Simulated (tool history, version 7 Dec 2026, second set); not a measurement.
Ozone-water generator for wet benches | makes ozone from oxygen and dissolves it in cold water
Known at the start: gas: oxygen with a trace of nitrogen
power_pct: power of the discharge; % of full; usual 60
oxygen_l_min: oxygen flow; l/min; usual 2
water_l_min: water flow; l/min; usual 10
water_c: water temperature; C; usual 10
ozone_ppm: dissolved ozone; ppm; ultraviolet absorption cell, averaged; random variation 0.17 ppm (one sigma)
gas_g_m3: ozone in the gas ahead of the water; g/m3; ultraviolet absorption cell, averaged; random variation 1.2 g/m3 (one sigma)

run    hour  power_pct  oxygen_l_min  water_l_min  water_c  ozone_ppm  gas_g_m3
  1       0         60             2           10       10       23.2     210.9
  2      41         60             2           10       10       23.5     209.2
  3   102.7         60             2           10       10       23.6     210.2
  4   151.4         60             2           10       10       23.6     209.9
  5   220.8         60             2           10       10       23.6     209.7
  6   272.5         60             2           10       10       23.7     210.5
  7   350.8         60             2           10       10       23.6     210.1
  8   427.2         60             2           10       10       23.5     208.3
  9   488.4         60             2           10       10       23.6     210.3
 10   531.8         60             2           14       10       17.3     207.9
 11   566.5         60             2           14       10       17.4     208.8
 12   629.2         47          1.41           12       16       14.6     205.9
 13   662.7         47          1.76           12       12       15.7     184.3
 14     705         60          1.15           10       10       21.2     279.3
 15     783         60          2.31           10       10       23.8     191.4
 16   844.8         81             2           13       10       23.5     264.8
 17   906.1         73             2           13       10       21.4     243.9
 18   955.9         65          3.51           11        8       24.7     165.1
 19  1036.8         65          3.51           11        8       24.7     161.6

Not shown: 2 entries that the log had between the listed runs. Between which runs, and how does the tool's hidden state differ before and after?
Between runs 6 and 7: water thermometer calibrated (hour 276.6)
  yield of the discharge, % of new electrodes': 99.4 -> 99.3; contactor's efficiency, % of a clean one's: 98.1 -> 98; true water temperature over the reading, C: 0.15 -> 0.24
  measured less the result without the state, ozone_ppm: -0.3 -> -0.4 ppm; gas_g_m3: -1.2 -> -1.3 g/m3
Between runs 7 and 8: water thermometer calibrated, once more (hour 402.8)
  yield of the discharge, % of new electrodes': 99.3 -> 99.2; true water temperature over the reading, C: 0.24 -> 0.03
  measured less the result without the state, ozone_ppm: -0.4 -> -0.3 ppm; gas_g_m3: -1.3 -> -1.4 g/m3
